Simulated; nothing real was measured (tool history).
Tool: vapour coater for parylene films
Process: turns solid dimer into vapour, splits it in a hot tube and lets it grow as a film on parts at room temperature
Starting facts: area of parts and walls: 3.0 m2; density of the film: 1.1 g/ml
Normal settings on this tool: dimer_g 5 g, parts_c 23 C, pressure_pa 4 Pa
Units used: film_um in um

Run 1, hour 0: usual settings. Result: film_um 1.1 um.
Run 2, hour 9.5: usual settings. Result: film_um 1.1 um.
Run 3, hour 17.5: usual settings but dimer_g 8 g. Result: film_um 1.75 um.
Run 4, hour 26.3: usual settings but dimer_g 8 g. Result: film_um 1.76 um.
Run 5, hour 35.6: usual settings. Result: film_um 1.11 um.
Run 6, hour 53.9: usual settings but pressure_pa 10.93 Pa. Result: film_um 0.98 um.
Run 7, hour 69: usual settings but pressure_pa 10.93 Pa. Result: film_um 0.99 um.
Run 8, hour 82.4: usual settings but pressure_pa 3.69 Pa. Result: film_um 1.1 um.
Run 9, hour 95.5: usual settings but pressure_pa 3.23 Pa. Result: film_um 1.12 um.
Run 10, hour 104.5: usual settings but parts_c 32 C. Result: film_um 0.84 um.
Run 11, hour 120.6: usual settings but parts_c 19 C. Result: film_um 1.29 um.
Run 12, hour 136: usual settings but parts_c 19 C. Result: film_um 1.29 um.
Run 13, hour 147.1: usual settings but parts_c 19 C, pressure_pa 5.68 Pa. Result: film_um 1.23 um.
Run 14, hour 164.8: usual settings but parts_c 19 C, pressure_pa 5.68 Pa. Result: film_um 1.23 um.
Run 15, hour 175.8: usual settings but pressure_pa 3.2 Pa. Result: film_um 1.12 um.
Run 16, hour 190.4: usual settings. Result: film_um 1.12 um.
Run 17, hour 207.7: usual settings but parts_c 16 C, pressure_pa 3.51 Pa. Result: film_um 1.45 um.
Run 18, hour 221.1: usual settings but parts_c 16 C, pressure_pa 3.51 Pa. Result: film_um 1.41 um.
Run 19, hour 230.1: usual settings but parts_c 16 C, pressure_pa 3.51 Pa. Result: film_um 1.41 um.
Run 20, hour 238.5: usual settings but parts_c 16 C, pressure_pa 3.51 Pa. Result: film_um 1.44 um.
Run 21, hour 249.2: usual settings but parts_c 16 C, pressure_pa 3.51 Pa. Result: film_um 1.42 um.
Run 22, hour 260.2: usual settings but dimer_g 3 g, parts_c 30 C, pressure_pa 9.93 Pa. Result: film_um 0.5 um.
Run 23, hour 271.1: usual settings but dimer_g 3 g, parts_c 30 C, pressure_pa 4.67 Pa. Result: film_um 0.52 um.
Run 24, hour 283.6: usual settings but dimer_g 3 g, parts_c 30 C, pressure_pa 4.67 Pa. Result: film_um 0.52 um.
Run 25, hour 292.9: usual settings but dimer_g 7 g. Result: film_um 1.56 um.
Run 26, hour 308.4: usual settings but dimer_g 7 g. Result: film_um 1.54 um.
Run 27, hour 321.9: usual settings but dimer_g 3 g, parts_c 27 C. Result: film_um 0.58 um.
Run 28, hour 333.6: usual settings but dimer_g 3 g, parts_c 27 C. Result: film_um 0.62 um.
Run 29, hour 345: usual settings but parts_c 25 C, pressure_pa 2.36 Pa. Result: film_um 1.11 um.
Run 30, hour 355: usual settings but dimer_g 3 g, parts_c 28 C, pressure_pa 2.36 Pa. Result: film_um 0.6 um.
Run 31, hour 364.7: usual settings but parts_c 17 C, pressure_pa 2.43 Pa. Result: film_um 1.43 um.
Run 32, hour 382.7: usual settings but dimer_g 4 g, parts_c 27 C. Result: film_um 0.79 um.

The log once held 1 entry between its listed runs, left out of this copy. Where does each go, and what is different about the tool's unlogged condition between the listed run before it and the listed run after it?
Logged between run 8 and run 9: trap's valve overhauled (hour 95.4)
  vapour lost through the trap's worn valve, %: 0.3 -> 0

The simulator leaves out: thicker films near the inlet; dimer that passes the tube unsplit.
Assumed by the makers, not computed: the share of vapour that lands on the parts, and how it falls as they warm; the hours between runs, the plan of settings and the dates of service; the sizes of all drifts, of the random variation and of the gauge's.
